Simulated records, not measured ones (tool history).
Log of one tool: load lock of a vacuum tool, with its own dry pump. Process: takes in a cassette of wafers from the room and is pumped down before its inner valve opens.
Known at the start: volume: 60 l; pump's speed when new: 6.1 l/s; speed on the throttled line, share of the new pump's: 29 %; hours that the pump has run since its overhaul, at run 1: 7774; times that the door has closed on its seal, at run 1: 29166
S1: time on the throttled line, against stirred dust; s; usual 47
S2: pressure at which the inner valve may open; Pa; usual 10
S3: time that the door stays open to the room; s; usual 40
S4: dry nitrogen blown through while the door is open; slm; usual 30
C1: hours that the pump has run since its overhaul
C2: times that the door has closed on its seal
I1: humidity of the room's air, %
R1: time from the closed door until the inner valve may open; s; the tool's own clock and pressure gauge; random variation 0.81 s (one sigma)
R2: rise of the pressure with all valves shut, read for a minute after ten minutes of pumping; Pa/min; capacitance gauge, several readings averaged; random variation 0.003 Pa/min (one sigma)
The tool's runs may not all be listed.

{"run": 1, "hour": 0.0, "S1": 47, "S2": 10, "S3": 40, "S4": 30, "C1": 7774, "C2": 29166, "I1": 42.6, "R1": 135.9, "R2": 0.358}
{"run": 2, "hour": 233.4, "S1": 47, "S2": 16, "S3": 40, "S4": 30, "C1": 8007, "C2": 30284, "I1": 46.7, "R1": 129.4, "R2": 0.372}
{"run": 3, "hour": 433.3, "S1": 47, "S2": 16, "S3": 40, "S4": 30, "C1": 8207, "C2": 31241, "I1": 47.5, "R1": 129.8, "R2": 0.401}
{"run": 4, "hour": 619.2, "S1": 47, "S2": 10, "S3": 183, "S4": 30, "C1": 8393, "C2": 32132, "I1": 48.8, "R1": 135.3, "R2": 0.436}
{"run": 5, "hour": 758.6, "S1": 47, "S2": 10, "S3": 28, "S4": 30, "C1": 8532, "C2": 32800, "I1": 47.8, "R1": 135.6, "R2": 0.422}
{"run": 6, "hour": 916.5, "S1": 47, "S2": 20, "S3": 40, "S4": 30, "C1": 8690, "C2": 33556, "I1": 46.7, "R1": 128.6, "R2": 0.435}
{"hour": 1075.3, "done": "door's seal changed, seat wiped"}
{"run": 7, "hour": 1131.9, "S1": 47, "S2": 20, "S3": 40, "S4": 30, "C1": 8904, "C2": 272, "I1": 46.1, "R1": 128.8, "R2": 0.032}
{"run": 8, "hour": 1410.0, "S1": 47, "S2": 10, "S3": 40, "S4": 30, "C1": 9182, "C2": 1604, "I1": 43.5, "R1": 136.7, "R2": 0.03}
{"run": 9, "hour": 1665.0, "S1": 47, "S2": 10, "S3": 40, "S4": 30, "C1": 9437, "C2": 2825, "I1": 47.6, "R1": 138.2, "R2": 0.036}
{"run": 10, "hour": 1969.7, "S1": 47, "S2": 10, "S3": 40, "S4": 30, "C1": 9742, "C2": 4285, "I1": 48, "R1": 137.8, "R2": 0.043}
{"run": 11, "hour": 2202.1, "S1": 47, "S2": 10, "S3": 40, "S4": 30, "C1": 9974, "C2": 5398, "I1": 41.4, "R1": 138.8, "R2": 0.045}
{"run": 12, "hour": 2498.6, "S1": 47, "S2": 10, "S3": 40, "S4": 30, "C1": 10271, "C2": 6818, "I1": 46.7, "R1": 138.6, "R2": 0.062}
{"run": 13, "hour": 2808.5, "S1": 40, "S2": 10, "S3": 40, "S4": 30, "C1": 10581, "C2": 8303, "I1": 45.4, "R1": 133.9, "R2": 0.068}
{"run": 14, "hour": 3094.9, "S1": 47, "S2": 10, "S3": 40, "S4": 30, "C1": 10867, "C2": 9675, "I1": 45.8, "R1": 138.9, "R2": 0.078}
{"run": 15, "hour": 3232.6, "S1": 47, "S2": 10, "S3": 40, "S4": 30, "C1": 11005, "C2": 10334, "I1": 40.5, "R1": 138.4, "R2": 0.085}
{"run": 16, "hour": 3384.1, "S1": 47, "S2": 10, "S3": 40, "S4": 30, "C1": 11156, "C2": 11060, "I1": 45, "R1": 141.2, "R2": 0.088}
{"run": 17, "hour": 3696.6, "S1": 47, "S2": 14, "S3": 40, "S4": 30, "C1": 11469, "C2": 12557, "I1": 41.6, "R1": 136.7, "R2": 0.102}
{"run": 18, "hour": 3859.2, "S1": 47, "S2": 14, "S3": 40, "S4": 30, "C1": 11631, "C2": 13336, "I1": 44.1, "R1": 137.3, "R2": 0.109}
{"run": 19, "hour": 4005.3, "S1": 47, "S2": 10, "S3": 40, "S4": 30, "C1": 11777, "C2": 14035, "I1": 43.9, "R1": 141, "R2": 0.113}
{"run": 20, "hour": 4244.3, "S1": 72, "S2": 7, "S3": 38, "S4": 30, "C1": 12016, "C2": 15180, "I1": 46.7, "R1": 161.8, "R2": 0.13}
{"run": 21, "hour": 4557.9, "S1": 72, "S2": 7, "S3": 28, "S4": 5, "C1": 12330, "C2": 16682, "I1": 44, "R1": 163.5, "R2": 0.156}
{"run": 22, "hour": 4855.4, "S1": 72, "S2": 7, "S3": 28, "S4": 5, "C1": 12628, "C2": 18108, "I1": 46.5, "R1": 163.4, "R2": 0.171}
{"run": 23, "hour": 5001.3, "S1": 47, "S2": 10, "S3": 86, "S4": 26, "C1": 12773, "C2": 18806, "I1": 40.9, "R1": 142.3, "R2": 0.167}
{"run": 24, "hour": 5258.3, "S1": 47, "S2": 10, "S3": 86, "S4": 26, "C1": 13030, "C2": 20038, "I1": 46.5, "R1": 142, "R2": 0.189}
{"run": 25, "hour": 5552.8, "S1": 58, "S2": 10, "S3": 56, "S4": 30, "C1": 13325, "C2": 21448, "I1": 44.2, "R1": 150.2, "R2": 0.203}
{"run": 26, "hour": 5680.0, "S1": 84, "S2": 10, "S3": 73, "S4": 24, "C1": 13452, "C2": 22058, "I1": 46.9, "R1": 165.9, "R2": 0.21}
{"run": 27, "hour": 5857.4, "S1": 47, "S2": 18, "S3": 40, "S4": 30, "C1": 13629, "C2": 22907, "I1": 44.4, "R1": 136.3, "R2": 0.224}
{"run": 28, "hour": 6041.9, "S1": 47, "S2": 18, "S3": 40, "S4": 30, "C1": 13814, "C2": 23791, "I1": 44.2, "R1": 137.7, "R2": 0.229}
{"run": 29, "hour": 6275.8, "S1": 45, "S2": 10, "S3": 156, "S4": 30, "C1": 14048, "C2": 24911, "I1": 47.4, "R1": 142.4, "R2": 0.267}

Forecast run 30:
{"run": 30, "hour": 6443.7, "S1": 45, "S2": 10, "S3": 156, "S4": 30, "C1": 14216, "C2": 25716, "I1": 48.4, "R1": "?", "R2": "?"}

{"run 30": {"R1": 143.5, "R2": 0.272}}
Without the tool's hidden state the same run would have given R1 123.2 s, R2 0.043 Pa/min.
